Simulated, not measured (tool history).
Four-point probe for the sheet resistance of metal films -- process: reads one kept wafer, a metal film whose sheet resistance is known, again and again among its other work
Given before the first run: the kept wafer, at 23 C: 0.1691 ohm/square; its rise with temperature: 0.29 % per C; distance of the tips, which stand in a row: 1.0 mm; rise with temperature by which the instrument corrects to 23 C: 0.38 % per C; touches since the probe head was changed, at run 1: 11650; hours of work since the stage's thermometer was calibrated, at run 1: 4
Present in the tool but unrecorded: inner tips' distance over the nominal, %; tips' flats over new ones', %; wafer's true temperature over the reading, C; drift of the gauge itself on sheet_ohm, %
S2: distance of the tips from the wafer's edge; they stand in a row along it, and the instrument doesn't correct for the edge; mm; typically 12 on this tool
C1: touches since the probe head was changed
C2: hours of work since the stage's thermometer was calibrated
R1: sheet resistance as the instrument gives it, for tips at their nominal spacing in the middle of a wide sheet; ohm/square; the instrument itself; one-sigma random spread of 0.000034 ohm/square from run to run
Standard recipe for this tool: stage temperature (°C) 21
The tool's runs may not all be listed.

{"run": 1, "day": 0.0, "stage temperature (°C)": 21, "S2": 12, "C1": 11650, "C2": 4, "R1": 0.171601}
{"run": 2, "day": 3.246, "stage temperature (°C)": 21, "S2": 12, "C1": 14916, "C2": 52, "R1": 0.171648}
{"run": 3, "day": 6.55, "stage temperature (°C)": 21, "S2": 14, "C1": 18245, "C2": 101, "R1": 0.171631}
{"run": 4, "day": 9.742, "stage temperature (°C)": 21, "S2": 14, "C1": 21458, "C2": 148, "R1": 0.171793}
{"run": 5, "day": 12.008, "stage temperature (°C)": 21, "S2": 12, "C1": 23740, "C2": 182, "R1": 0.171985}
{"run": 6, "day": 13.979, "stage temperature (°C)": 21, "S2": 12, "C1": 25723, "C2": 211, "R1": 0.172064}
{"run": 7, "day": 17.704, "stage temperature (°C)": 21, "S2": 12, "C1": 29470, "C2": 266, "R1": 0.172149}
{"run": 8, "day": 20.567, "stage temperature (°C)": 21, "S2": 12, "C1": 32352, "C2": 308, "R1": 0.172246}
{"run": 9, "day": 22.404, "stage temperature (°C)": 21, "S2": 12, "C1": 34201, "C2": 335, "R1": 0.172374}
{"run": 10, "day": 25.575, "stage temperature (°C)": 21, "S2": 12, "C1": 37394, "C2": 382, "R1": 0.172442}
{"run": 11, "day": 28.058, "stage temperature (°C)": 21, "S2": 4, "C1": 39894, "C2": 419, "R1": 0.177531}
{"run": 12, "day": 32.158, "stage temperature (°C)": 21, "S2": 4, "C1": 44020, "C2": 480, "R1": 0.177715}
{"run": 13, "day": 35.175, "stage temperature (°C)": 21, "S2": 12, "C1": 47058, "C2": 524, "R1": 0.172786}
{"run": 14, "day": 37.112, "stage temperature (°C)": 21, "S2": 10, "C1": 49007, "C2": 553, "R1": 0.173133}
{"run": 15, "day": 40.083, "stage temperature (°C)": 21, "S2": 10, "C1": 51997, "C2": 597, "R1": 0.17323}
{"run": 16, "day": 43.733, "stage temperature (°C)": 21, "S2": 10, "C1": 55673, "C2": 651, "R1": 0.17341}
{"run": 17, "day": 45.862, "stage temperature (°C)": 18, "S2": 12, "C1": 57816, "C2": 682, "R1": 0.17366}
{"run": 18, "day": 47.583, "stage temperature (°C)": 18, "S2": 12, "C1": 59549, "C2": 708, "R1": 0.173707}
{"day": 50.588, "done": "new probe head fitted"}
{"run": 19, "day": 51.492, "stage temperature (°C)": 18, "S2": 12, "C1": 906, "C2": 765, "R1": 0.17004}
{"run": 20, "day": 55.642, "stage temperature (°C)": 33, "S2": 12, "C1": 5087, "C2": 826, "R1": 0.16799}
{"run": 21, "day": 58.371, "stage temperature (°C)": 33, "S2": 10, "C1": 7833, "C2": 867, "R1": 0.16831}
{"run": 22, "day": 62.258, "stage temperature (°C)": 25, "S2": 10, "C1": 11747, "C2": 924, "R1": 0.169617}
{"run": 23, "day": 65.754, "stage temperature (°C)": 31, "S2": 32, "C1": 15265, "C2": 976, "R1": 0.168054}
{"run": 24, "day": 68.025, "stage temperature (°C)": 26, "S2": 7, "C1": 17549, "C2": 1009, "R1": 0.170614}
{"run": 25, "day": 69.846, "stage temperature (°C)": 32, "S2": 8, "C1": 19383, "C2": 1036, "R1": 0.169371}
{"run": 26, "day": 71.862, "stage temperature (°C)": 32, "S2": 8, "C1": 21412, "C2": 1066, "R1": 0.169397}
{"day": 72.071, "done": "stage's thermometer calibrated"}
{"run": 27, "day": 74.092, "stage temperature (°C)": 19, "S2": 9, "C1": 23638, "C2": 30, "R1": 0.170989}
{"run": 28, "day": 77.375, "stage temperature (°C)": 19, "S2": 9, "C1": 26943, "C2": 78, "R1": 0.171244}
{"run": 29, "day": 80.954, "stage temperature (°C)": 19, "S2": 9, "C1": 30542, "C2": 131, "R1": 0.171282}
{"run": 30, "day": 84.371, "stage temperature (°C)": 21, "S2": 20, "C1": 33984, "C2": 182, "R1": 0.170209}
{"run": 31, "day": 86.238, "stage temperature (°C)": 21, "S2": 37, "C1": 35861, "C2": 209, "R1": 0.170113}
{"day": 89.875, "done": "stage's thermometer calibrated, once more"}
{"run": 32, "day": 90.283, "stage temperature (°C)": 21, "S2": 37, "C1": 39914, "C2": 6, "R1": 0.170644}
{"run": 33, "day": 92.542, "stage temperature (°C)": 35, "S2": 15, "C1": 42185, "C2": 39, "R1": 0.169011}
{"run": 34, "day": 96.675, "stage temperature (°C)": 35, "S2": 11, "C1": 46347, "C2": 101, "R1": 0.169542}
{"run": 35, "day": 98.646, "stage temperature (°C)": 23, "S2": 27, "C1": 48333, "C2": 130, "R1": 0.1708}
{"run": 36, "day": 102.779, "stage temperature (°C)": 26, "S2": 41, "C1": 52493, "C2": 191, "R1": 0.170371}
{"run": 37, "day": 106.071, "stage temperature (°C)": 30, "S2": 40, "C1": 55804, "C2": 239, "R1": 0.169843}
{"run": 38, "day": 107.779, "stage temperature (°C)": 30, "S2": 40, "C1": 57526, "C2": 265, "R1": 0.169923}
{"run": 39, "day": 110.979, "stage temperature (°C)": 21, "S2": 3, "C1": 60745, "C2": 312, "R1": 0.180995}
{"day": 112.825, "done": "new probe head fitted"}
{"run": 40, "day": 113.071, "stage temperature (°C)": 21, "S2": 3, "C1": 250, "C2": 342, "R1": 0.180263}
{"run": 41, "day": 115.738, "stage temperature (°C)": 21, "S2": 3, "C1": 2932, "C2": 382, "R1": 0.180324}
{"run": 42, "day": 119.775, "stage temperature (°C)": 18, "S2": 29, "C1": 6999, "C2": 442, "R1": 0.171414}
{"run": 43, "day": 123.358, "stage temperature (°C)": 23, "S2": 8, "C1": 10606, "C2": 494, "R1": 0.172068}
{"run": 44, "day": 126.817, "stage temperature (°C)": 20, "S2": 4, "C1": 14086, "C2": 546, "R1": 0.176766}

Predict each of these 4 candidate next runs independently; none follows another, all start after run 44:
{"run": "A", "day": 130.238, "stage temperature (°C)": 20, "S2": 16, "C1": 17529, "C2": 596, "R1": "?"}
{"run": "B", "day": 130.238, "stage temperature (°C)": 18, "S2": 14, "C1": 17529, "C2": 596, "R1": "?"}
{"run": "C", "day": 130.238, "stage temperature (°C)": 31, "S2": 62, "C1": 17529, "C2": 596, "R1": "?"}
{"run": "D", "day": 130.238, "stage temperature (°C)": 34, "S2": 36, "C1": 17529, "C2": 596, "R1": "?"}

run=A R1=0.17176
run=B R1=0.172141
run=C R1=0.169732
run=D R1=0.169326
The same runs, with their run-to-run variation unchanged, on a tool lacking any hidden condition would have given:
run=A R1=0.169946
run=B R1=0.170324
run=C R1=0.167937
run=D R1=0.167535

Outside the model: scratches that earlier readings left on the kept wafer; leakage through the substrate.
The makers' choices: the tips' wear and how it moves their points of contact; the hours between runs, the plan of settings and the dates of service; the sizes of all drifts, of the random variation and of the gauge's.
